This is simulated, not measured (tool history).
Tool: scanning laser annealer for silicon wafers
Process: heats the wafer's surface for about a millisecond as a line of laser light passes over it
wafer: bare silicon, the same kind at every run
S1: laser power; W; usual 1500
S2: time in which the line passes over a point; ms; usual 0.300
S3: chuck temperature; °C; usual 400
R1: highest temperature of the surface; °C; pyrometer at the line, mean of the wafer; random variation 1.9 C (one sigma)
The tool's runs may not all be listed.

{"run": 1, "hour": 0.0, "S1": 1500, "S2": 0.3, "S3": 400, "R1": 1131}
{"run": 2, "hour": 51.1, "S1": 1500, "S2": 0.3, "S3": 400, "R1": 1124}
{"run": 3, "hour": 93.3, "S1": 1500, "S2": 0.3, "S3": 400, "R1": 1121}
{"run": 4, "hour": 144.5, "S1": 1500, "S2": 0.3, "S3": 400, "R1": 1118}
{"run": 5, "hour": 182.7, "S1": 1500, "S2": 0.3, "S3": 364, "R1": 1080}
{"run": 6, "hour": 235.6, "S1": 1500, "S2": 0.3, "S3": 364, "R1": 1075}
{"run": 7, "hour": 279.1, "S1": 1500, "S2": 0.3, "S3": 364, "R1": 1072}
{"run": 8, "hour": 333.3, "S1": 1500, "S2": 0.3, "S3": 364, "R1": 1069}
{"run": 9, "hour": 381.0, "S1": 1500, "S2": 0.3, "S3": 364, "R1": 1065}
{"hour": 399.6, "done": "window over the wafer cleaned"}
{"run": 10, "hour": 414.7, "S1": 1538, "S2": 0.3, "S3": 364, "R1": 1134}
{"run": 11, "hour": 437.0, "S1": 1538, "S2": 0.3, "S3": 364, "R1": 1134}
{"run": 12, "hour": 464.2, "S1": 1582, "S2": 0.3, "S3": 411, "R1": 1207}
{"run": 13, "hour": 496.5, "S1": 1582, "S2": 0.3, "S3": 411, "R1": 1204}
{"run": 14, "hour": 546.1, "S1": 1349, "S2": 0.327, "S3": 390, "R1": 1066}
{"run": 15, "hour": 578.4, "S1": 1384, "S2": 0.227, "S3": 436, "R1": 1007}
{"run": 16, "hour": 626.3, "S1": 1384, "S2": 0.227, "S3": 436, "R1": 1001}
{"run": 17, "hour": 679.6, "S1": 1513, "S2": 0.332, "S3": 436, "R1": 1215}

Forecast run 18:
{"run": 18, "hour": 709.7, "S1": 1402, "S2": 0.3, "S3": 431, "R1": "?"}

R1: 1097 °C
Without the tool's hidden state the same run would have given R1 1143 °C.

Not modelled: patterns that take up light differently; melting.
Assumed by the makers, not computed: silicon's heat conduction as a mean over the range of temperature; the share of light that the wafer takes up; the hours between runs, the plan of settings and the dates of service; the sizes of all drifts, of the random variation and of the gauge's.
